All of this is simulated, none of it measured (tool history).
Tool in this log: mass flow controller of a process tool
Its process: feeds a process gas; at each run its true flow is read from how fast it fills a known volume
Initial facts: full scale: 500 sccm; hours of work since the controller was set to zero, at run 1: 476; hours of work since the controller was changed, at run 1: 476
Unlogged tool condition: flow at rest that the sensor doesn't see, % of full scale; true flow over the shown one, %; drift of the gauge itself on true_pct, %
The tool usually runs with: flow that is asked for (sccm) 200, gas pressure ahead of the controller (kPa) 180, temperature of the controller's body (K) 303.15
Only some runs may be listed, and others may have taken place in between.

| run | day | flow that is asked for (sccm) | gas pressure ahead of the controller (kPa) | temperature of the controller's body (K) | hours of work since the controller was set to zero | hours of work since the controller was changed | true flow (%) |
|---|---|---|---|---|---|---|---|
| 1 | 0.000 | 200 | 180 | 303.15 | 476 | 476 | 98.63 |
| 2 | 6.071 | 200 | 180 | 306.15 | 521 | 521 | 98.55 |
| 3 | 13.288 | 200 | 180 | 303.15 | 574 | 574 | 98.75 |
| 4 | 19.921 | 200 | 180 | 303.15 | 623 | 623 | 98.66 |
| 5 | 27.404 | 200 | 180 | 303.15 | 677 | 677 | 98.58 |
| 6 | 34.554 | 154 | 180 | 303.15 | 730 | 730 | 98.46 |
| 7 | 43.471 | 200 | 245 | 303.15 | 795 | 795 | 98.99 |
| 8 | 48.254 | 200 | 245 | 303.15 | 830 | 830 | 99.00 |
| 9 | 53.829 | 68 | 245 | 312.15 | 871 | 871 | 97.81 |
| 10 | 59.158 | 65 | 177 | 312.15 | 910 | 910 | 97.30 |
| 11 | 64.029 | 200 | 180 | 304.15 | 946 | 946 | 98.59 |
| 12 | 70.125 | 97 | 196 | 300.15 | 991 | 991 | 98.06 |
| 13 | 79.379 | 143 | 155 | 306.15 | 1059 | 1059 | 97.94 |
| 14 | 84.192 | 143 | 273 | 301.15 | 1094 | 1094 | 98.73 |
| 15 | 91.208 | 200 | 256 | 296.15 | 1145 | 1145 | 99.18 |
| 16 | 95.542 | 106 | 212 | 298.15 | 1177 | 1177 | 98.18 |

Here are 5 independent what-if runs from the current tool condition. What would each one return?
| A | 102.979 | 169 | 180 | 303.15 | 1232 | 1232 | ? |
| B | 102.979 | 61 | 180 | 298.15 | 1232 | 1232 | ? |
| C | 102.979 | 87 | 180 | 295.15 | 1232 | 1232 | ? |
| D | 102.979 | 393 | 212 | 293.15 | 1232 | 1232 | ? |
| E | 102.979 | 200 | 233 | 303.15 | 1232 | 1232 | ? |

| run | true flow (%) |
|---|---|
| A | 98.34 |
| B | 97.29 |
| C | 97.88 |
| D | 99.62 |
| E | 98.75 |
Take away the tool's hidden state, keep each run's random variation, and the runs would have read:
| run | true flow (%) |
|---|---|
| A | 98.85 |
| B | 98.74 |
| C | 98.89 |
| D | 99.83 |
| E | 99.19 |

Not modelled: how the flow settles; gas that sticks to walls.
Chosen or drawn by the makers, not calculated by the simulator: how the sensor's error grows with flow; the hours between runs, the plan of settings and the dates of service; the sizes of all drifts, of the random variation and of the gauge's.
